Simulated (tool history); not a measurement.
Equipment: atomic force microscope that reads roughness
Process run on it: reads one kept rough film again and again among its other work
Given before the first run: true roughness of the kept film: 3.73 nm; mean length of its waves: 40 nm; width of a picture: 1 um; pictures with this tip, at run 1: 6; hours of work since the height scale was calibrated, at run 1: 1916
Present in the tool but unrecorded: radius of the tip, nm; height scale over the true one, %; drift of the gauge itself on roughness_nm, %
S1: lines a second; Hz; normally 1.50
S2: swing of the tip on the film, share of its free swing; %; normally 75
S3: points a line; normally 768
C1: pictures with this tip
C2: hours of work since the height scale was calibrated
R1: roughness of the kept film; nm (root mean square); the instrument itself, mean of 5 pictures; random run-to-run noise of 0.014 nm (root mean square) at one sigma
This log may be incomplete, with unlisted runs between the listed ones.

run 1 hour=0.0 | S1=1.50 S2=75 S3=768 | C1=6 C2=1916 | R1=3.152
run 2 hour=38.2 | S1=1.50 S2=75 S3=768 | C1=90 C2=1943 | R1=2.975
run 3 hour=99.8 | S1=1.50 S2=75 S3=768 | C1=225 C2=1988 | R1=2.701
-- hour=165.3 new tip fitted
run 4 hour=171.3 | S1=1.50 S2=75 S3=768 | C1=13 C2=2039 | R1=3.117
run 5 hour=230.6 | S1=1.50 S2=75 S3=768 | C1=143 C2=2082 | R1=2.838
run 6 hour=283.1 | S1=1.50 S2=75 S3=768 | C1=259 C2=2120 | R1=2.606
-- hour=331.5 new tip fitted
run 7 hour=355.5 | S1=1.50 S2=75 S3=768 | C1=53 C2=2172 | R1=3.020
run 8 hour=409.0 | S1=1.50 S2=75 S3=768 | C1=170 C2=2211 | R1=2.753
run 9 hour=474.6 | S1=3.77 S2=90 S3=411 | C1=314 C2=2258 | R1=2.026
-- hour=497.8 new tip fitted
run 10 hour=539.3 | S1=1.50 S2=62 S3=485 | C1=92 C2=2304 | R1=2.990
-- hour=545.8 height scale calibrated on a step standard
run 11 hour=612.3 | S1=1.50 S2=62 S3=485 | C1=250 C2=48 | R1=2.638
-- hour=666.9 new tip fitted
run 12 hour=686.4 | S1=2.03 S2=76 S3=892 | C1=42 C2=101 | R1=2.925
run 13 hour=720.7 | S1=1.27 S2=75 S3=309 | C1=118 C2=126 | R1=2.819
run 14 hour=752.5 | S1=1.27 S2=75 S3=309 | C1=188 C2=149 | R1=2.696
run 15 hour=799.6 | S1=1.27 S2=75 S3=309 | C1=291 C2=183 | R1=2.493
-- hour=833.9 new tip fitted
run 16 hour=846.6 | S1=0.84 S2=73 S3=557 | C1=28 C2=217 | R1=3.101

Alternative continuations, all from the tool just after run 16; predict every row:
run A hour=876.6 | S1=2.62 S2=65 S3=768 | C1=94 C2=238 | R1=?
run B hour=876.6 | S1=1.10 S2=60 S3=768 | C1=94 C2=238 | R1=?
run C hour=876.6 | S1=1.74 S2=73 S3=557 | C1=94 C2=238 | R1=?
run D hour=876.6 | S1=2.07 S2=72 S3=298 | C1=94 C2=238 | R1=?

run=A R1=2.892
run=B R1=3.013
run=C R1=2.889
run=D R1=2.838
What these runs would have given with no unlogged condition in the tool:
run=A R1=3.221
run=B R1=3.355
run=C R1=3.218
run=D R1=3.160
